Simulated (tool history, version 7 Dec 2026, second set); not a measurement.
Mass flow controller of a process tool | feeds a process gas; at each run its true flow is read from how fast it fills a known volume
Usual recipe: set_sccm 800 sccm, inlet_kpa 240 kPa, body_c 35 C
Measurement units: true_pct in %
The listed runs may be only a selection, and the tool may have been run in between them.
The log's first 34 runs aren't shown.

run	hour	set_sccm	inlet_kpa	body_c	true_pct
35	8109.5	653	159	20	98.57
36	8407.4	813	148	30	98.19
37	8550.5	362	275	34	98.09
38	8771.7	362	275	34	98.07
39	9104.0	234	182	23	98.69
40	9309.1	234	182	23	98.72
41	9633.7	257	240	26	98.74
42	9875.6	259	240	35	98.28
43	10151.1	561	240	35	98.06
44	10304.2	285	240	23	99.02
45	10558.5	285	240	23	99.14
46	10723.6	700	190	35	98.14
47	10872.7	700	179	37	97.83
48	11211.6	700	179	37	97.83
49	11508.1	160	140	35	99.60

Below are 3 alternative next runs, each starting from the tool's condition after run 49. Predict each:
A	11775.6	687	240	23	?
B	11775.6	252	254	29	?
C	11775.6	800	239	35	?

run	true_pct
A	98.81
B	99.28
C	98.17
Stripped of hidden state, with their random variation kept, the same runs would have yielded:
run	true_pct
A	100.12
B	99.43
C	99.58
